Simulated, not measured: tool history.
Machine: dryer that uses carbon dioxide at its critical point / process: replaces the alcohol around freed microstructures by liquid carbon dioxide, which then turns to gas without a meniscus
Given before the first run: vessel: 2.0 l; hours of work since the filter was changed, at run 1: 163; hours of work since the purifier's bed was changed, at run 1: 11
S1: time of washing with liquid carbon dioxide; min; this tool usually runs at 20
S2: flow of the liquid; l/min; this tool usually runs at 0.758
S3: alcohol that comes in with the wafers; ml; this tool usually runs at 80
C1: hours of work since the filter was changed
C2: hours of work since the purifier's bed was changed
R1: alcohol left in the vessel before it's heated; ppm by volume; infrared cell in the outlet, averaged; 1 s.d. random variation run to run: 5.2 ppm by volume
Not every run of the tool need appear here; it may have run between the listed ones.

| run | hour | S1 | S2 | S3 | C1 | C2 | R1 |
|---|---|---|---|---|---|---|---|
| 1 | 0.0 | 20 | 0.758 | 80 | 163 | 11 | 164 |
| 2 | 11.2 | 20 | 0.758 | 80 | 167 | 15 | 162 |
| 3 | 20.1 | 20 | 0.758 | 80 | 170 | 18 | 176 |
| 4 | 29.5 | 20 | 0.758 | 80 | 174 | 22 | 169 |
| 5 | 40.1 | 20 | 0.758 | 61 | 178 | 26 | 139 |
| 6 | 49.8 | 20 | 0.918 | 80 | 182 | 29 | 69 |
| 7 | 57.7 | 20 | 0.758 | 80 | 185 | 32 | 190 |
| 8 | 63.5 | 21 | 0.758 | 80 | 187 | 35 | 143 |
| 9 | 69.0 | 21 | 0.758 | 80 | 189 | 37 | 145 |
| 10 | 77.8 | 21 | 0.670 | 80 | 192 | 40 | 276 |
| 11 | 87.5 | 21 | 0.670 | 80 | 196 | 44 | 278 |
| 12 | 98.0 | 21 | 0.469 | 80 | 200 | 48 | 1374 |
| 13 | 103.9 | 21 | 0.469 | 31 | 202 | 50 | 525 |
| 14 | 110.4 | 21 | 0.469 | 31 | 205 | 52 | 526 |
| 15 | 121.4 | 20 | 0.672 | 80 | 209 | 57 | 376 |
| 16 | 128.7 | 20 | 0.672 | 80 | 212 | 59 | 368 |
| 17 | 137.9 | 20 | 0.672 | 80 | 215 | 63 | 365 |
| 18 | 144.2 | 20 | 0.672 | 80 | 217 | 65 | 383 |
| 19 | 154.6 | 20 | 0.672 | 119 | 221 | 69 | 540 |
| 20 | 160.7 | 20 | 0.758 | 80 | 224 | 71 | 200 |
| 21 | 172.2 | 20 | 0.758 | 80 | 228 | 76 | 219 |
| 22 | 180.0 | 20 | 0.579 | 80 | 231 | 79 | 742 |
| 23 | 185.0 | 20 | 1.221 | 116 | 233 | 81 | 39 |
|  | 196.4 | inlet filter changed |
| 24 | 196.8 | 20 | 1.221 | 116 | 0 | 85 | 22 |
| 25 | 202.3 | 20 | 1.221 | 116 | 2 | 87 | 22 |
| 26 | 213.1 | 22 | 0.906 | 80 | 6 | 91 | 44 |
| 27 | 219.4 | 22 | 0.906 | 106 | 9 | 93 | 34 |
| 28 | 225.2 | 20 | 0.643 | 80 | 11 | 95 | 306 |
| 29 | 233.1 | 20 | 0.643 | 80 | 14 | 98 | 305 |
| 30 | 240.2 | 21 | 0.732 | 61 | 17 | 101 | 99 |
| 31 | 251.2 | 20 | 0.570 | 80 | 21 | 105 | 565 |
| 32 | 257.0 | 20 | 0.758 | 24 | 23 | 107 | 58 |
| 33 | 263.7 | 20 | 0.758 | 24 | 25 | 110 | 60 |
| 34 | 270.4 | 20 | 0.758 | 24 | 28 | 113 | 56 |
| 35 | 276.5 | 20 | 0.758 | 115 | 30 | 115 | 182 |
| 36 | 285.7 | 20 | 0.758 | 115 | 34 | 118 | 186 |
| 37 | 295.1 | 20 | 0.758 | 115 | 37 | 122 | 199 |
| 38 | 301.5 | 20 | 0.900 | 47 | 40 | 124 | 46 |
| 39 | 313.4 | 20 | 0.900 | 55 | 44 | 129 | 58 |
| 40 | 318.9 | 20 | 1.116 | 103 | 46 | 131 | 30 |
| 41 | 330.1 | 17 | 0.766 | 26 | 51 | 135 | 121 |

Measured less the same run without the tool's hidden state. The same run-to-run variation is in both; the gauge's scatter may not be:
What the log doesn't record here: flow that reaches the vessel past the clogged filter, %; alcohol in the recycled carbon dioxide, ppm; drift of the gauge itself on alcohol_ppm, %.
| run | R1 |
|---|---|
| 1 | +62 |
| 2 | +64 |
| 3 | +67 |
| 4 | +70 |
| 5 | +57 |
| 6 | +29 |
| 7 | +78 |
| 8 | +62 |
| 9 | +62 |
| 10 | +113 |
| 11 | +117 |
| 12 | +419 |
| 13 | +167 |
| 14 | +169 |
| 15 | +156 |
| 16 | +156 |
| 17 | +161 |
| 18 | +166 |
| 19 | +237 |
| 20 | +101 |
| 21 | +108 |
| 22 | +300 |
| 23 | +22 |
| 24 | +16 |
| 25 | +17 |
| 26 | +19 |
| 27 | +20 |
| 28 | +37 |
| 29 | +38 |
| 30 | +27 |
| 31 | +61 |
| 32 | +24 |
| 33 | +25 |
| 34 | +26 |
| 35 | +43 |
| 36 | +44 |
| 37 | +48 |
| 38 | +28 |
| 39 | +31 |
| 40 | +28 |
| 41 | +40 |

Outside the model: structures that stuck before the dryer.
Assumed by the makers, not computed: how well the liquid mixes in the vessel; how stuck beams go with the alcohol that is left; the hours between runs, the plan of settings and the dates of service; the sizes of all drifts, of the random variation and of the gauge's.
